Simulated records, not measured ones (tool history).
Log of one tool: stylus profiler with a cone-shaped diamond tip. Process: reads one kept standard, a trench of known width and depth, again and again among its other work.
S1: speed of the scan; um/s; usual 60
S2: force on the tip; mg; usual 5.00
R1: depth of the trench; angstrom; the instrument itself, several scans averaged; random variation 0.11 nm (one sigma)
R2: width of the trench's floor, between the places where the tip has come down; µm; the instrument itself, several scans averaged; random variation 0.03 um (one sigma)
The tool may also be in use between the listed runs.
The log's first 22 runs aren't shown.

run,hour,S1,S2,R1,R2
23,802.0,122,14.09,2107.9,96.67
24,845.6,122,14.09,2107.6,96.63
25,877.8,18,2.40,2031.3,96.79
26,923.8,18,2.40,2030.0,96.80
27,949.1,26,8.13,2072.4,96.77
28,996.7,34,8.13,2073.4,96.79
29,1027.6,34,8.13,2071.9,96.74
30,1076.1,34,8.13,2073.8,96.75
31,1109.6,146,5.00,2049.8,96.34
32,1159.0,52,9.11,2079.8,96.69
33,1204.3,20,4.08,2043.8,96.79
34,1251.2,116,5.13,2052.9,96.39
35,1283.8,116,5.13,2052.8,96.43
36,1319.2,126,5.52,2053.9,96.40
37,1340.9,22,9.37,2081.0,96.74
38,1367.3,22,2.71,2033.4,96.70
39,1396.0,141,2.71,2030.7,96.15
40,1420.0,173,4.34,2045.6,96.16
41,1463.4,173,4.34,2046.8,96.10
42,1508.8,173,4.34,2044.0,96.16
43,1549.6,31,10.78,2085.9,96.70

Forecast each of these 4 alternatives for the next run:
A,1586.3,19,10.78,?,?
B,1586.3,26,1.85,?,?
C,1586.3,84,8.50,?,?
D,1586.3,37,5.00,?,?

run,R1,R2
A,2088.1,96.72
B,2022.4,96.58
C,2074.2,96.53
D,2049.1,96.60
Without the tool's hidden state the same runs would have given:
run,R1,R2
A,2093.0,97.17
B,2027.2,97.03
C,2079.0,96.98
D,2053.9,97.05

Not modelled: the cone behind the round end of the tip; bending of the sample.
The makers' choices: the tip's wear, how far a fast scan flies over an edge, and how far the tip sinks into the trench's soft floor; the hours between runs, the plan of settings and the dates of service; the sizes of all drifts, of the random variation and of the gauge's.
